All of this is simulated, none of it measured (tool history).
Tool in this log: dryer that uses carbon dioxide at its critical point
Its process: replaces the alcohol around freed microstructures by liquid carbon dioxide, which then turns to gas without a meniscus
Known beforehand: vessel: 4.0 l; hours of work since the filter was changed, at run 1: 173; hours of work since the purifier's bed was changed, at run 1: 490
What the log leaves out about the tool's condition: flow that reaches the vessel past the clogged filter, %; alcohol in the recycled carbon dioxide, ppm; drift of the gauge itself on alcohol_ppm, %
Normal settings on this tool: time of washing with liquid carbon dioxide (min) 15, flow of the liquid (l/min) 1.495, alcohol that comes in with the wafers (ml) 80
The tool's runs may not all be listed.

run,day,time of washing with liquid carbon dioxide (min),flow of the liquid (l/min),alcohol that comes in with the wafers (ml),hours of work since the filter was changed,hours of work since the purifier's bed was changed,alcohol left in the vessel before it's heated (ppm by volume)
1,0.000,15,1.495,80,173,490,480
2,1.796,15,1.495,80,187,504,486
3,3.221,15,1.495,80,199,516,509
4,5.125,15,1.495,80,214,531,508
5,6.158,15,2.310,80,223,540,91
6,7.662,15,1.495,80,235,552,551
7,9.042,15,1.495,80,246,563,557
8,10.521,15,1.495,80,258,575,561
# day 10.700: inlet filter changed
9,12.575,15,1.495,80,15,592,356
10,14.079,20,2.010,30,27,604,31
11,15.342,12,1.630,63,38,614,478
12,17.200,12,1.630,63,53,629,488
13,18.279,13,1.690,56,62,638,298
14,19.233,22,2.330,77,69,646,20
15,20.467,22,2.330,77,79,656,38
16,21.900,22,2.330,77,91,667,21
17,24.100,13,1.830,82,109,685,342
18,26.021,13,1.830,65,124,701,289

5 options for the next run, each taken on its own from the tool as it stands now. Forecast them:
A,27.058,13,1.680,65,133,709,?
B,27.058,9,1.830,65,133,709,?
C,27.058,19,2.250,26,133,709,?
D,27.058,15,1.495,22,133,709,?
E,27.058,10,0.950,65,133,709,?

run,alcohol left in the vessel before it's heated (ppm by volume)
A,410
B,971
C,27
D,146
E,3201
Had the tool no hidden state, the same runs would have come out as:
run,alcohol left in the vessel before it's heated (ppm by volume)
A,284
B,749
C,3
D,92
E,2770
